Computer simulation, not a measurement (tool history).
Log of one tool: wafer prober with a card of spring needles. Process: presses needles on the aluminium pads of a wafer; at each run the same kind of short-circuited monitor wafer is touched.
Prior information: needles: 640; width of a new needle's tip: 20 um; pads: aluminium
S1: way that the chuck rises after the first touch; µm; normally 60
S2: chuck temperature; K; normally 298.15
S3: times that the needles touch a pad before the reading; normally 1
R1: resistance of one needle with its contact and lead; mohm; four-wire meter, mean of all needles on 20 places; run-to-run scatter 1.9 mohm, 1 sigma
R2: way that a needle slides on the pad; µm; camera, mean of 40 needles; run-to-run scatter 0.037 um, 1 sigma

run 1 hour=0 | S1=60 S2=298.15 S3=1 | R1=237 R2=9.57
-- hour=0.9 tips cleaned on abrasive film
-- hour=4.4 tips cleaned on abrasive film
-- hour=8.8 tips cleaned on abrasive film
-- hour=13.1 tips cleaned on abrasive film
-- hour=16.6 tips cleaned on abrasive film
-- hour=20.1 tips cleaned on abrasive film
-- hour=24.4 tips cleaned on abrasive film
-- hour=28.8 tips cleaned on abrasive film
-- hour=33.1 tips cleaned on abrasive film
-- hour=37.5 tips cleaned on abrasive film
-- hour=41.8 tips cleaned on abrasive film
-- hour=46.1 tips cleaned on abrasive film
run 2 hour=48.5 | S1=60 S2=298.15 S3=1 | R1=232 R2=9.44
-- hour=50.3 tips cleaned on abrasive film
-- hour=53.8 tips cleaned on abrasive film
-- hour=57.3 tips cleaned on abrasive film
-- hour=61.6 tips cleaned on abrasive film
-- hour=66 tips cleaned on abrasive film
-- hour=70.3 tips cleaned on abrasive film
-- hour=74.6 tips cleaned on abrasive film
run 3 hour=77 | S1=60 S2=298.15 S3=1 | R1=237 R2=9.37
-- hour=78.8 tips cleaned on abrasive film
-- hour=82.3 tips cleaned on abrasive film
-- hour=86.7 tips cleaned on abrasive film
-- hour=91 tips cleaned on abrasive film
-- hour=94.5 tips cleaned on abrasive film
-- hour=98 tips cleaned on abrasive film
run 4 hour=100 | S1=60 S2=298.15 S3=2 | R1=222 R2=9.4
-- hour=101.8 tips cleaned on abrasive film
-- hour=106.1 tips cleaned on abrasive film
-- hour=110.5 tips cleaned on abrasive film
-- hour=114 tips cleaned on abrasive film
-- hour=117.4 tips cleaned on abrasive film
-- hour=121.8 tips cleaned on abrasive film
-- hour=123.8 height of the first contact set anew
-- hour=126.4 tips cleaned on abrasive film
-- hour=130.8 tips cleaned on abrasive film
-- hour=134.3 tips cleaned on abrasive film
run 5 hour=135.8 | S1=60 S2=298.15 S3=2 | R1=220 R2=9.12
-- hour=138.4 tips cleaned on abrasive film
-- hour=142.8 tips cleaned on abrasive film
-- hour=146.3 tips cleaned on abrasive film
-- hour=150.6 tips cleaned on abrasive film
-- hour=154.1 tips cleaned on abrasive film
-- hour=158.4 tips cleaned on abrasive film
-- hour=162.8 tips cleaned on abrasive film
-- hour=166.3 tips cleaned on abrasive film
-- hour=170.6 tips cleaned on abrasive film
-- hour=174.9 tips cleaned on abrasive film
-- hour=179.3 tips cleaned on abrasive film
run 6 hour=179.5 | S1=60 S2=298.15 S3=2 | R1=216 R2=8.96
-- hour=182.9 tips cleaned on abrasive film
-- hour=186.4 tips cleaned on abrasive film
-- hour=189.9 tips cleaned on abrasive film
-- hour=194.3 tips cleaned on abrasive film
-- hour=198.6 tips cleaned on abrasive film
-- hour=202.1 tips cleaned on abrasive film
run 7 hour=203.5 | S1=60 S2=298.15 S3=1 | R1=232 R2=9.07
-- hour=206.2 tips cleaned on abrasive film
-- hour=210.5 tips cleaned on abrasive film
-- hour=214 tips cleaned on abrasive film
-- hour=218.3 tips cleaned on abrasive film
-- hour=221.8 tips cleaned on abrasive film
-- hour=225.3 tips cleaned on abrasive film
-- hour=229.6 tips cleaned on abrasive film
-- hour=234 tips cleaned on abrasive film
-- hour=237.5 tips cleaned on abrasive film
-- hour=241 tips cleaned on abrasive film
-- hour=244.5 tips cleaned on abrasive film
-- hour=248.8 tips cleaned on abrasive film
-- hour=252.3 tips cleaned on abrasive film
run 8 hour=252.5 | S1=60 S2=298.15 S3=1 | R1=216 R2=8.94
-- hour=256 tips cleaned on abrasive film
-- hour=259.5 tips cleaned on abrasive film
-- hour=263.8 tips cleaned on abrasive film
-- hour=267.3 tips cleaned on abrasive film
-- hour=270.8 tips cleaned on abrasive film
-- hour=275.2 tips cleaned on abrasive film
-- hour=279.5 tips cleaned on abrasive film
-- hour=283.8 tips cleaned on abrasive film
-- hour=287.3 tips cleaned on abrasive film
-- hour=291.7 tips cleaned on abrasive film
-- hour=296 tips cleaned on abrasive film
-- hour=299.5 tips cleaned on abrasive film
-- hour=303 tips cleaned on abrasive film
run 9 hour=305.9 | S1=60 S2=298.15 S3=1 | R1=249 R2=8.77
-- hour=306.9 tips cleaned on abrasive film
-- hour=310.4 tips cleaned on abrasive film
-- hour=313.9 tips cleaned on abrasive film
-- hour=318.2 tips cleaned on abrasive film
-- hour=321.7 tips cleaned on abrasive film
-- hour=326 tips cleaned on abrasive film
-- hour=329.5 tips cleaned on abrasive film
-- hour=333 tips cleaned on abrasive film
run 10 hour=333.6 | S1=60 S2=345.15 S3=1 | R1=234 R2=8.78
-- hour=337.1 tips cleaned on abrasive film
-- hour=341.4 tips cleaned on abrasive film
-- hour=344.9 tips cleaned on abrasive film
-- hour=349.2 tips cleaned on abrasive film
-- hour=352.7 tips cleaned on abrasive film
-- hour=357.1 tips cleaned on abrasive film
-- hour=361.4 tips cleaned on abrasive film
run 11 hour=362.2 | S1=56 S2=322.15 S3=1 | R1=238 R2=8
-- hour=365.6 tips cleaned on abrasive film
-- hour=370 tips cleaned on abrasive film
-- hour=374.3 tips cleaned on abrasive film
-- hour=378.7 tips cleaned on abrasive film
-- hour=383 tips cleaned on abrasive film
-- hour=386.5 tips cleaned on abrasive film
run 12 hour=386.9 | S1=70 S2=305.15 S3=1 | R1=216 R2=10.33
-- hour=390.4 tips cleaned on abrasive film
-- hour=393.9 tips cleaned on abrasive film
-- hour=398.2 tips cleaned on abrasive film
-- hour=402.5 tips cleaned on abrasive film
-- hour=406.9 tips cleaned on abrasive film
-- hour=410.4 tips cleaned on abrasive film
run 13 hour=413.2 | S1=72 S2=333.15 S3=1 | R1=241 R2=10.56
-- hour=414.2 tips cleaned on abrasive film
-- hour=417.7 tips cleaned on abrasive film
-- hour=422 tips cleaned on abrasive film
-- hour=426.4 tips cleaned on abrasive film
-- hour=430.7 tips cleaned on abrasive film
-- hour=435.2 height of the first contact set anew, once more
-- hour=435.3 tips cleaned on abrasive film
-- hour=438.8 tips cleaned on abrasive film
-- hour=443.2 tips cleaned on abrasive film
-- hour=446.7 tips cleaned on abrasive film
-- hour=450.1 tips cleaned on abrasive film
-- hour=454.5 tips cleaned on abrasive film
-- hour=458 tips cleaned on abrasive film
-- hour=461.5 tips cleaned on abrasive film
-- hour=465.8 tips cleaned on abrasive film
run 14 hour=465.9 | S1=55 S2=300.15 S3=1 | R1=216 R2=9.24
-- hour=469.4 tips cleaned on abrasive film
-- hour=472.9 tips cleaned on abrasive film
-- hour=477.3 tips cleaned on abrasive film
-- hour=481.6 tips cleaned on abrasive film
-- hour=485.9 tips cleaned on abrasive film
-- hour=490.3 tips cleaned on abrasive film
-- hour=493.8 tips cleaned on abrasive film
run 15 hour=495.1 | S1=45 S2=330.15 S3=2 | R1=236 R2=7.47
-- hour=497.8 tips cleaned on abrasive film
-- hour=501.2 tips cleaned on abrasive film
-- hour=504.7 tips cleaned on abrasive film
-- hour=509.1 tips cleaned on abrasive film
-- hour=513.4 tips cleaned on abrasive film
-- hour=517.8 tips cleaned on abrasive film
-- hour=521.2 tips cleaned on abrasive film
-- hour=524.7 tips cleaned on abrasive film
run 16 hour=526.7 | S1=58 S2=298.15 S3=1 | R1=242 R2=9.6
-- hour=528.5 tips cleaned on abrasive film
-- hour=532 tips cleaned on abrasive film
-- hour=536.3 tips cleaned on abrasive film
-- hour=539.8 tips cleaned on abrasive film
-- hour=544.2 tips cleaned on abrasive film
-- hour=547.7 tips cleaned on abrasive film
-- hour=551.1 tips cleaned on abrasive film
-- hour=555.5 tips cleaned on abrasive film
-- hour=559 tips cleaned on abrasive film
-- hour=562.5 tips cleaned on abrasive film
-- hour=566.1 tips cleaned on abrasive film
run 17 hour=566.1 | S1=62 S2=298.15 S3=2 | R1=210 R2=10.18
-- hour=569.6 tips cleaned on abrasive film
-- hour=573.1 tips cleaned on abrasive film
-- hour=577.4 tips cleaned on abrasive film
-- hour=580.9 tips cleaned on abrasive film
-- hour=585.3 tips cleaned on abrasive film
-- hour=589.6 tips cleaned on abrasive film
-- hour=593.1 tips cleaned on abrasive film
run 18 hour=595 | S1=62 S2=298.15 S3=2 | R1=222 R2=10.18
-- hour=596.8 tips cleaned on abrasive film
-- hour=601.2 tips cleaned on abrasive film
-- hour=605.5 tips cleaned on abrasive film
-- hour=609 tips cleaned on abrasive film
-- hour=612.5 tips cleaned on abrasive film
-- hour=616 tips cleaned on abrasive film
-- hour=620.3 tips cleaned on abrasive film
-- hour=624.7 tips cleaned on abrasive film
-- hour=629 tips cleaned on abrasive film
-- hour=632.5 tips cleaned on abrasive film
-- hour=636 tips cleaned on abrasive film
-- hour=640.3 tips cleaned on abrasive film
run 19 hour=642.2 | S1=49 S2=298.15 S3=1 | R1=251 R2=7.8

4 options for the next run, each taken on its own from the tool as it stands now. Forecast them:
-- hour=644 tips cleaned on abrasive film
-- hour=647.5 tips cleaned on abrasive film
-- hour=651 tips cleaned on abrasive film
-- hour=654.5 tips cleaned on abrasive film
-- hour=658.8 tips cleaned on abrasive film
-- hour=662.3 tips cleaned on abrasive film
-- hour=666.6 tips cleaned on abrasive film
run A hour=666.6 | S1=49 S2=366.15 S3=1 | R1=? R2=?
-- hour=644 tips cleaned on abrasive film
-- hour=647.5 tips cleaned on abrasive film
-- hour=651 tips cleaned on abrasive film
-- hour=654.5 tips cleaned on abrasive film
-- hour=658.8 tips cleaned on abrasive film
-- hour=662.3 tips cleaned on abrasive film
-- hour=666.6 tips cleaned on abrasive film
run B hour=666.6 | S1=48 S2=332.15 S3=2 | R1=? R2=?
-- hour=644 tips cleaned on abrasive film
-- hour=647.5 tips cleaned on abrasive film
-- hour=651 tips cleaned on abrasive film
-- hour=654.5 tips cleaned on abrasive film
-- hour=658.8 tips cleaned on abrasive film
-- hour=662.3 tips cleaned on abrasive film
-- hour=666.6 tips cleaned on abrasive film
run C hour=666.6 | S1=60 S2=298.15 S3=2 | R1=? R2=?
-- hour=644 tips cleaned on abrasive film
-- hour=647.5 tips cleaned on abrasive film
-- hour=651 tips cleaned on abrasive film
-- hour=654.5 tips cleaned on abrasive film
-- hour=658.8 tips cleaned on abrasive film
-- hour=662.3 tips cleaned on abrasive film
-- hour=666.6 tips cleaned on abrasive film
run D hour=666.6 | S1=46 S2=298.15 S3=2 | R1=? R2=?

run=A R1=234 R2=7.78
run=B R1=227 R2=7.61
run=C R1=209 R2=9.65
run=D R1=214 R2=7.31
Take away the tool's hidden state, keep each run's random variation, and the runs would have read:
run=A R1=225 R2=8.27
run=B R1=220 R2=8.1
run=C R1=204 R2=10.15
run=D R1=207 R2=7.8
